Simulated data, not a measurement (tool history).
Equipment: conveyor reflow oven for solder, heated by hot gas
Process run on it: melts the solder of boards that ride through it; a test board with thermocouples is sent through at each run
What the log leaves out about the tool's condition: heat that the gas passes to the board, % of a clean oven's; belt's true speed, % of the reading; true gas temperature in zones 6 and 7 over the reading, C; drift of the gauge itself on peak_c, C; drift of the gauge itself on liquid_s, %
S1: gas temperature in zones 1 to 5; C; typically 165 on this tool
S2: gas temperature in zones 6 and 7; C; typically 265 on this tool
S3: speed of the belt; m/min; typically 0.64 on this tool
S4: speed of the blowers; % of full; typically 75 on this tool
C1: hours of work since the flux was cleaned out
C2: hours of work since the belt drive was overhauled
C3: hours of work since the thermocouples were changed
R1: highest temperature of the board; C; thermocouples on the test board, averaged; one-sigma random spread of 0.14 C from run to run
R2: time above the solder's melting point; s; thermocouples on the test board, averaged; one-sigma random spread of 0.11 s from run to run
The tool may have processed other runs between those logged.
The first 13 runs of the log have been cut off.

Run 14, hour 418.3: usual settings but S3 0.539 m/min; C1 171; C2 194; C3 311. Result: R1 252 C, R2 64.4 s.
Run 15, hour 445.9: usual settings but S3 0.539 m/min; C1 191; C2 215; C3 331. Result: R1 252 C, R2 64.3 s.
Run 16, hour 469.3: usual settings but S1 151 C, S2 256 C, S4 84 % of full; C1 208; C2 232; C3 348. Result: R1 237.7 C, R2 36.6 s.
Run 17, hour 495.6: usual settings but S1 176 C, S2 269 C, S4 64 % of full; C1 227; C2 251; C3 368. Result: R1 250.2 C, R2 54.5 s.
Run 18, hour 515.1: usual settings but S1 162 C, S2 269 C, S3 0.557 m/min, S4 78 % of full; C1 242; C2 265; C3 382. Result: R1 254.5 C, R2 62.7 s.
Run 19, hour 530.7: usual settings but S1 162 C, S2 269 C, S3 0.557 m/min, S4 78 % of full; C1 253; C2 277; C3 393. Result: R1 254.7 C, R2 62.9 s.
Run 20, hour 566.8: usual settings but S1 162 C, S2 276 C, S3 0.75 m/min, S4 78 % of full; C1 280; C2 303; C3 420. Result: R1 249.5 C, R2 41.1 s.
Run 21, hour 591.9: usual settings but S1 156 C, S4 62 % of full; C1 298; C2 322; C3 438. Result: R1 242.5 C, R2 41.2 s.
Run 22, hour 626.6: usual settings but S1 161 C, S2 255 C, S3 0.716 m/min, S4 82 % of full; C1 323; C2 347; C3 464. Result: R1 234.4 C, R2 30.3 s.
Run 23, hour 653.7: usual settings but S3 0.745 m/min, S4 60 % of full; C1 343; C2 367; C3 483. Result: R1 237.5 C, R2 31.8 s.
Run 24, hour 678: usual settings but S1 170 C, S3 0.745 m/min, S4 52 % of full; C1 361; C2 385; C3 501. Result: R1 236.7 C, R2 31.6 s.
Run 25, hour 696.4: usual settings but S1 170 C, S2 254 C, S3 0.669 m/min, S4 52 % of full; C1 375; C2 398; C3 515. Result: R1 232.5 C, R2 31.3 s.
Run 26, hour 734.2: usual settings but S1 170 C, S2 254 C, S3 0.635 m/min, S4 88 % of full; C1 402; C2 426; C3 542. Result: R1 240.1 C, R2 45.4 s.
At hour 745.3: flux residue cleaned out of gas plates and filters.
Run 27, hour 775.8: usual settings but S4 73 % of full; C1 22; C2 453; C3 569. Result: R1 246.1 C, R2 48.1 s.
Run 28, hour 807.7: usual settings but S2 264 C, S4 87 % of full; C1 46; C2 476; C3 593. Result: R1 247.5 C, R2 49.7 s.
Run 29, hour 844.1: usual settings but S2 259 C, S3 0.674 m/min; C1 72; C2 503; C3 619. Result: R1 239.7 C, R2 39.4 s.
Run 30, hour 880.5: usual settings but S2 259 C, S3 0.702 m/min, S4 78 % of full; C1 99; C2 530; C3 646. Result: R1 238.8 C, R2 36.6 s.

Each row is a separate what-if for the run after 30, all from the same tool condition, not one after another. Results?
Run A, hour 915.3: usual settings but S1 158 C, S2 271 C, S4 84 % of full; C1 125; C2 555; C3 672. Result: R1 ?, R2 ?.
Run B, hour 915.3: usual settings but S2 259 C, S3 0.702 m/min, S4 54 % of full; C1 125; C2 555; C3 672. Result: R1 ?, R2 ?.
Run C, hour 915.3: usual settings but S2 259 C, S3 0.671 m/min, S4 65 % of full; C1 125; C2 555; C3 672. Result: R1 ?, R2 ?.

run     R1    R2
  A  252.1  50.8
  B  233.8  29.7
  C    238    37
With the hidden condition removed and each run's random variation left untouched, the same runs would have given:
run     R1    R2
  A  252.1  50.8
  B  233.9  29.8
  C    238  37.1
